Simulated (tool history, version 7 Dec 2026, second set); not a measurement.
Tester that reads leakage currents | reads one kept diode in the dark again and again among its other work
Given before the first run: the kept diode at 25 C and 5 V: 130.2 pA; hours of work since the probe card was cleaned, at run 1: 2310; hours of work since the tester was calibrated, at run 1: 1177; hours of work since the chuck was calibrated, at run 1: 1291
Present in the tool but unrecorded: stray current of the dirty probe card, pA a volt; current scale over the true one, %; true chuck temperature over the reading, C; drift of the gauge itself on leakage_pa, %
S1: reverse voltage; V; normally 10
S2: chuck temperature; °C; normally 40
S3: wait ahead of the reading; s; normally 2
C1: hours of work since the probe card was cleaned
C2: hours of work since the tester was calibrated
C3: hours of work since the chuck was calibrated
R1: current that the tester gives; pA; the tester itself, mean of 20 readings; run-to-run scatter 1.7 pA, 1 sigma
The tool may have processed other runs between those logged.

{"run": 1, "day": 0.0, "S1": 10, "S2": 40, "S3": 2, "C1": 2310, "C2": 1177, "C3": 1291, "R1": 573.48}
{"run": 2, "day": 1.508, "S1": 10, "S2": 40, "S3": 2, "C1": 2328, "C2": 1195, "C3": 1309, "R1": 573.7}
{"run": 3, "day": 2.983, "S1": 10, "S2": 40, "S3": 6.55, "C1": 2346, "C2": 1213, "C3": 1327, "R1": 571.83}
{"run": 4, "day": 6.354, "S1": 1.1, "S2": 40, "S3": 2, "C1": 2387, "C2": 1254, "C3": 1368, "R1": 252.21}
{"run": 5, "day": 9.183, "S1": 10, "S2": 40, "S3": 0.57, "C1": 2421, "C2": 1289, "C3": 1403, "R1": 578.4}
{"run": 6, "day": 12.033, "S1": 6.9, "S2": 40, "S3": 2, "C1": 2456, "C2": 1323, "C3": 1437, "R1": 499.29}
{"run": 7, "day": 13.658, "S1": 6.9, "S2": 40, "S3": 2, "C1": 2476, "C2": 1343, "C3": 1457, "R1": 497.54}
{"run": 8, "day": 17.138, "S1": 1.7, "S2": 46, "S3": 0.55, "C1": 2518, "C2": 1385, "C3": 1499, "R1": 469}
{"run": 9, "day": 19.725, "S1": 1.2, "S2": 40, "S3": 3.86, "C1": 2550, "C2": 1417, "C3": 1531, "R1": 260.57}
{"run": 10, "day": 22.175, "S1": 10, "S2": 40, "S3": 0.33, "C1": 2579, "C2": 1447, "C3": 1561, "R1": 576.9}
{"run": 11, "day": 24.854, "S1": 1.3, "S2": 40, "S3": 0.53, "C1": 2612, "C2": 1479, "C3": 1593, "R1": 269.48}
{"run": 12, "day": 27.692, "S1": 10, "S2": 40, "S3": 7.98, "C1": 2646, "C2": 1514, "C3": 1628, "R1": 570.07}
{"run": 13, "day": 30.762, "S1": 19.8, "S2": 21, "S3": 0.73, "C1": 2684, "C2": 1551, "C3": 1665, "R1": 159.99}

Consider 5 possible next runs. They are alternatives, not a sequence: every one starts from the tool as it was left by run 13. What does each give?
{"run": "A", "day": 33.412, "S1": 1.3, "S2": 20, "S3": 2.97, "C1": 2716, "C2": 1583, "C3": 1697, "R1": "?"}
{"run": "B", "day": 33.412, "S1": 6.6, "S2": 40, "S3": 1.86, "C1": 2716, "C2": 1583, "C3": 1697, "R1": "?"}
{"run": "C", "day": 33.412, "S1": 2.6, "S2": 21, "S3": 0.73, "C1": 2716, "C2": 1583, "C3": 1697, "R1": "?"}
{"run": "D", "day": 33.412, "S1": 11.1, "S2": 48, "S3": 0.66, "C1": 2716, "C2": 1583, "C3": 1697, "R1": "?"}
{"run": "E", "day": 33.412, "S1": 3.1, "S2": 43, "S3": 0.73, "C1": 2716, "C2": 1583, "C3": 1697, "R1": "?"}

run=A R1=51.46
run=B R1=487.8
run=C R1=73.04
run=D R1=1093.76
run=E R1=464.98
Had the tool no hidden state, the same runs would have come out as:
run=A R1=51.38
run=B R1=487.14
run=C R1=72.92
run=D R1=1092.38
run=E R1=464.39
